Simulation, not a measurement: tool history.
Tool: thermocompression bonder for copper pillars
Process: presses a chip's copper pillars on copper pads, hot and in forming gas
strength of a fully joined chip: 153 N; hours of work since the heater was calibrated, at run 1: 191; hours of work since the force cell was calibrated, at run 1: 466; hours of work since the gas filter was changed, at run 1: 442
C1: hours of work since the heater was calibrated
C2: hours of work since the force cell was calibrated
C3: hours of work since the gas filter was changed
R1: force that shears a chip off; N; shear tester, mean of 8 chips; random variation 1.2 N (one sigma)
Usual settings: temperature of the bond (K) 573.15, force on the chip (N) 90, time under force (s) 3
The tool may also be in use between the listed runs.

{"run": 1, "hour": 0.0, "temperature of the bond (K)": 573.15, "force on the chip (N)": 90, "time under force (s)": 3, "C1": 191, "C2": 466, "C3": 442, "R1": 96.1}
{"run": 2, "hour": 10.7, "temperature of the bond (K)": 573.15, "force on the chip (N)": 90, "time under force (s)": 3, "C1": 198, "C2": 473, "C3": 449, "R1": 95.8}
{"run": 3, "hour": 22.4, "temperature of the bond (K)": 573.15, "force on the chip (N)": 90, "time under force (s)": 3, "C1": 205, "C2": 480, "C3": 457, "R1": 97.0}
{"run": 4, "hour": 34.2, "temperature of the bond (K)": 573.15, "force on the chip (N)": 90, "time under force (s)": 4, "C1": 213, "C2": 488, "C3": 465, "R1": 103.1}
{"hour": 37.2, "done": "forming gas filter changed"}
{"run": 5, "hour": 50.1, "temperature of the bond (K)": 573.15, "force on the chip (N)": 90, "time under force (s)": 4, "C1": 223, "C2": 498, "C3": 8, "R1": 115.9}
{"run": 6, "hour": 67.6, "temperature of the bond (K)": 573.15, "force on the chip (N)": 90, "time under force (s)": 3, "C1": 234, "C2": 509, "C3": 20, "R1": 110.0}
{"run": 7, "hour": 76.8, "temperature of the bond (K)": 573.15, "force on the chip (N)": 90, "time under force (s)": 3, "C1": 240, "C2": 515, "C3": 26, "R1": 106.8}
{"run": 8, "hour": 87.6, "temperature of the bond (K)": 573.15, "force on the chip (N)": 90, "time under force (s)": 3, "C1": 247, "C2": 522, "C3": 33, "R1": 110.8}
{"run": 9, "hour": 104.7, "temperature of the bond (K)": 573.15, "force on the chip (N)": 90, "time under force (s)": 3, "C1": 258, "C2": 533, "C3": 44, "R1": 108.1}
{"run": 10, "hour": 112.7, "temperature of the bond (K)": 573.15, "force on the chip (N)": 67, "time under force (s)": 3, "C1": 264, "C2": 538, "C3": 49, "R1": 93.8}
{"run": 11, "hour": 123.5, "temperature of the bond (K)": 573.15, "force on the chip (N)": 67, "time under force (s)": 3, "C1": 271, "C2": 545, "C3": 56, "R1": 93.1}
{"run": 12, "hour": 133.9, "temperature of the bond (K)": 573.15, "force on the chip (N)": 130, "time under force (s)": 3, "C1": 277, "C2": 552, "C3": 63, "R1": 121.8}
{"run": 13, "hour": 151.8, "temperature of the bond (K)": 573.15, "force on the chip (N)": 130, "time under force (s)": 3, "C1": 289, "C2": 564, "C3": 74, "R1": 120.6}
{"run": 14, "hour": 159.3, "temperature of the bond (K)": 573.15, "force on the chip (N)": 130, "time under force (s)": 3, "C1": 294, "C2": 569, "C3": 79, "R1": 121.5}
{"run": 15, "hour": 172.0, "temperature of the bond (K)": 573.15, "force on the chip (N)": 130, "time under force (s)": 3, "C1": 302, "C2": 577, "C3": 87, "R1": 120.4}
{"run": 16, "hour": 180.3, "temperature of the bond (K)": 573.15, "force on the chip (N)": 130, "time under force (s)": 3, "C1": 307, "C2": 582, "C3": 93, "R1": 123.5}
{"run": 17, "hour": 189.0, "temperature of the bond (K)": 573.15, "force on the chip (N)": 130, "time under force (s)": 3, "C1": 313, "C2": 588, "C3": 98, "R1": 121.4}
{"run": 18, "hour": 201.2, "temperature of the bond (K)": 573.15, "force on the chip (N)": 131, "time under force (s)": 3, "C1": 321, "C2": 596, "C3": 106, "R1": 123.1}
{"hour": 204.2, "done": "force cell calibrated"}
{"run": 19, "hour": 218.4, "temperature of the bond (K)": 573.15, "force on the chip (N)": 131, "time under force (s)": 3, "C1": 331, "C2": 9, "C3": 116, "R1": 122.8}
{"run": 20, "hour": 231.5, "temperature of the bond (K)": 573.15, "force on the chip (N)": 131, "time under force (s)": 3, "C1": 340, "C2": 18, "C3": 125, "R1": 124.8}
{"run": 21, "hour": 244.7, "temperature of the bond (K)": 573.15, "force on the chip (N)": 131, "time under force (s)": 3, "C1": 348, "C2": 26, "C3": 133, "R1": 122.4}
{"hour": 250.9, "done": "force cell calibrated, once more"}
{"run": 22, "hour": 257.7, "temperature of the bond (K)": 573.15, "force on the chip (N)": 131, "time under force (s)": 3, "C1": 356, "C2": 4, "C3": 141, "R1": 119.9}
{"run": 23, "hour": 270.9, "temperature of the bond (K)": 573.15, "force on the chip (N)": 131, "time under force (s)": 3, "C1": 364, "C2": 13, "C3": 150, "R1": 118.5}
{"run": 24, "hour": 283.7, "temperature of the bond (K)": 582.15, "force on the chip (N)": 88, "time under force (s)": 5, "C1": 372, "C2": 21, "C3": 158, "R1": 121.6}
{"run": 25, "hour": 295.9, "temperature of the bond (K)": 560.15, "force on the chip (N)": 90, "time under force (s)": 4, "C1": 380, "C2": 29, "C3": 166, "R1": 102.7}
{"run": 26, "hour": 312.6, "temperature of the bond (K)": 560.15, "force on the chip (N)": 90, "time under force (s)": 4, "C1": 391, "C2": 40, "C3": 177, "R1": 102.0}
{"run": 27, "hour": 322.4, "temperature of the bond (K)": 585.15, "force on the chip (N)": 125, "time under force (s)": 4, "C1": 398, "C2": 46, "C3": 183, "R1": 126.2}
{"run": 28, "hour": 329.8, "temperature of the bond (K)": 585.15, "force on the chip (N)": 125, "time under force (s)": 4, "C1": 402, "C2": 51, "C3": 188, "R1": 127.3}
{"run": 29, "hour": 343.2, "temperature of the bond (K)": 573.15, "force on the chip (N)": 90, "time under force (s)": 2, "C1": 411, "C2": 60, "C3": 196, "R1": 91.0}
{"run": 30, "hour": 359.0, "temperature of the bond (K)": 573.15, "force on the chip (N)": 101, "time under force (s)": 2, "C1": 421, "C2": 70, "C3": 207, "R1": 96.3}
{"run": 31, "hour": 375.6, "temperature of the bond (K)": 573.15, "force on the chip (N)": 101, "time under force (s)": 2, "C1": 432, "C2": 81, "C3": 217, "R1": 95.1}
{"run": 32, "hour": 383.3, "temperature of the bond (K)": 588.15, "force on the chip (N)": 67, "time under force (s)": 2, "C1": 437, "C2": 86, "C3": 222, "R1": 86.8}
{"run": 33, "hour": 399.9, "temperature of the bond (K)": 588.15, "force on the chip (N)": 67, "time under force (s)": 2, "C1": 448, "C2": 97, "C3": 233, "R1": 86.4}
{"run": 34, "hour": 410.4, "temperature of the bond (K)": 597.15, "force on the chip (N)": 114, "time under force (s)": 3, "C1": 455, "C2": 103, "C3": 240, "R1": 120.8}
{"run": 35, "hour": 417.8, "temperature of the bond (K)": 589.15, "force on the chip (N)": 94, "time under force (s)": 3, "C1": 459, "C2": 108, "C3": 245, "R1": 109.9}

Run 36 comes next. What will it give?
{"run": 36, "hour": 434.7, "temperature of the bond (K)": 589.15, "force on the chip (N)": 94, "time under force (s)": 3, "C1": 470, "C2": 119, "C3": 256, "R1": "?"}

R1: 109.7 N
Without the tool's hidden state the same run would have given R1 120.4 N.
